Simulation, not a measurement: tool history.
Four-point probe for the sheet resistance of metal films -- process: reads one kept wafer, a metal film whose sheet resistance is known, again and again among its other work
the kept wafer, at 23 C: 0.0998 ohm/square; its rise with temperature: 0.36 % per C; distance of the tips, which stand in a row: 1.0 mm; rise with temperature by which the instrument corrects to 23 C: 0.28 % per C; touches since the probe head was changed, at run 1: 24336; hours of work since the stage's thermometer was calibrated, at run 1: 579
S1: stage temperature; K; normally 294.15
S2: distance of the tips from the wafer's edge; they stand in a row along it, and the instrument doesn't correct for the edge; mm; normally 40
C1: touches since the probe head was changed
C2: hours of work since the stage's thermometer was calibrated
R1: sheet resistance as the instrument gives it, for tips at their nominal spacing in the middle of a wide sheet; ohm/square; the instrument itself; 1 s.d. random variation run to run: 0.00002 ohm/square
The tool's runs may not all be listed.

run 1 hour=0 | S1=294.15 S2=40 | C1=24336 C2=579 | R1=0.099674
run 2 hour=10.1 | S1=294.15 S2=40 | C1=24615 C2=585 | R1=0.099654
run 3 hour=23.2 | S1=294.15 S2=40 | C1=24976 C2=592 | R1=0.099674
run 4 hour=44 | S1=294.15 S2=40 | C1=25550 C2=604 | R1=0.099661
run 5 hour=53.8 | S1=294.15 S2=40 | C1=25819 C2=609 | R1=0.099679
run 6 hour=76.5 | S1=294.15 S2=40 | C1=26447 C2=622 | R1=0.099628
run 7 hour=99.2 | S1=293.15 S2=40 | C1=27074 C2=635 | R1=0.099589
run 8 hour=115.3 | S1=293.15 S2=40 | C1=27517 C2=644 | R1=0.099573
run 9 hour=130.4 | S1=293.15 S2=40 | C1=27933 C2=652 | R1=0.099608
run 10 hour=140 | S1=294.15 S2=40 | C1=28200 C2=658 | R1=0.099694
run 11 hour=154.3 | S1=294.15 S2=23 | C1=28595 C2=666 | R1=0.099726
run 12 hour=173.8 | S1=294.15 S2=23 | C1=29134 C2=677 | R1=0.099733
run 13 hour=193.1 | S1=294.15 S2=23 | C1=29665 C2=688 | R1=0.099754
run 14 hour=212.8 | S1=294.15 S2=40 | C1=30209 C2=699 | R1=0.099645
run 15 hour=232.9 | S1=294.15 S2=40 | C1=30764 C2=710 | R1=0.099684
run 16 hour=251.5 | S1=294.15 S2=40 | C1=31276 C2=721 | R1=0.099707
run 17 hour=274.5 | S1=294.15 S2=40 | C1=31913 C2=734 | R1=0.09969
run 18 hour=291.1 | S1=294.15 S2=40 | C1=32369 C2=743 | R1=0.099669
run 19 hour=307.2 | S1=302.15 S2=63 | C1=32815 C2=752 | R1=0.10026
run 20 hour=326.5 | S1=306.15 S2=17 | C1=33346 C2=763 | R1=0.100734
run 21 hour=338.9 | S1=295.15 S2=18 | C1=33690 C2=770 | R1=0.099893

The next listed run, before its measurement:
run 22 hour=359.6 | S1=298.15 S2=49 | C1=34261 C2=782 | R1=?

{"run 22": {"R1": 0.099956}}
Minus the tool's unlogged condition, the same run would have read R1 0.099958 ohm/square.
